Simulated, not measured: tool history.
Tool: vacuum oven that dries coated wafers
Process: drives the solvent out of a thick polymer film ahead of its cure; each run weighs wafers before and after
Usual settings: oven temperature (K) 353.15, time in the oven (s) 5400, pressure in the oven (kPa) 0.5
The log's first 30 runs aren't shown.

| run | day | oven temperature (K) | time in the oven (s) | pressure in the oven (kPa) | hours of work since the thermocouples were calibrated | hours of work since the vacuum gauge was cleaned of residue | solvent left in the film (%) |
|---|---|---|---|---|---|---|---|
| 31 | 15.646 | 358.15 | 2880 | 0.5 | 864 | 651 | 2.19 |
| 32 | 15.983 | 339.15 | 2880 | 0.759 | 870 | 656 | 6.15 |
| 33 | 16.325 | 339.15 | 5400 | 1.272 | 876 | 662 | 4.55 |
| 34 | 16.933 | 339.15 | 5400 | 1.272 | 886 | 673 | 4.64 |
| 35 | 17.296 | 366.15 | 6300 | 1.256 | 892 | 679 | 0.88 |
| 36 | 17.712 | 351.15 | 7260 | 1.874 | 900 | 686 | 2.48 |
| 37 | 18.462 | 341.15 | 7500 | 1.233 | 912 | 699 | 3.25 |
| 38 | 18.954 | 357.15 | 4560 | 0.396 | 921 | 707 | 1.11 |
| 39 | 19.596 | 360.15 | 6360 | 1.334 | 931 | 718 | 1.34 |
| 40 | 20.204 | 341.15 | 3060 | 0.806 | 942 | 728 | 5.61 |
| 41 | 20.617 | 355.15 | 3060 | 0.806 | 949 | 735 | 2.74 |
| 42 | 21.108 | 352.15 | 5280 | 0.715 | 957 | 744 | 1.67 |
| 43 | 21.596 | 363.15 | 3420 | 0.529 | 965 | 752 | 1.19 |
| 44 | 22.179 | 363.15 | 3420 | 0.529 | 975 | 762 | 1.21 |
| 45 | 22.854 | 353.15 | 4560 | 1.313 | 987 | 773 | 2.38 |
| 46 | 23.454 | 353.15 | 9360 | 0.478 | 997 | 783 | 0.82 |

Forecast each of these 4 alternatives for the next run:
| A | 23.783 | 339.15 | 9360 | 0.511 | 1003 | 789 | ? |
| B | 23.783 | 353.15 | 3540 | 0.576 | 1003 | 789 | ? |
| C | 23.783 | 348.15 | 2760 | 0.5 | 1003 | 789 | ? |
| D | 23.783 | 361.15 | 5400 | 0.5 | 1003 | 789 | ? |

| run | solvent left in the film (%) |
|---|---|
| A | 2.05 |
| B | 2.46 |
| C | 4.28 |
| D | 0.71 |
Without the tool's hidden state the same runs would have given:
| run | solvent left in the film (%) |
|---|---|
| A | 1.8 |
| B | 2.47 |
| C | 4.33 |
| D | 0.6 |
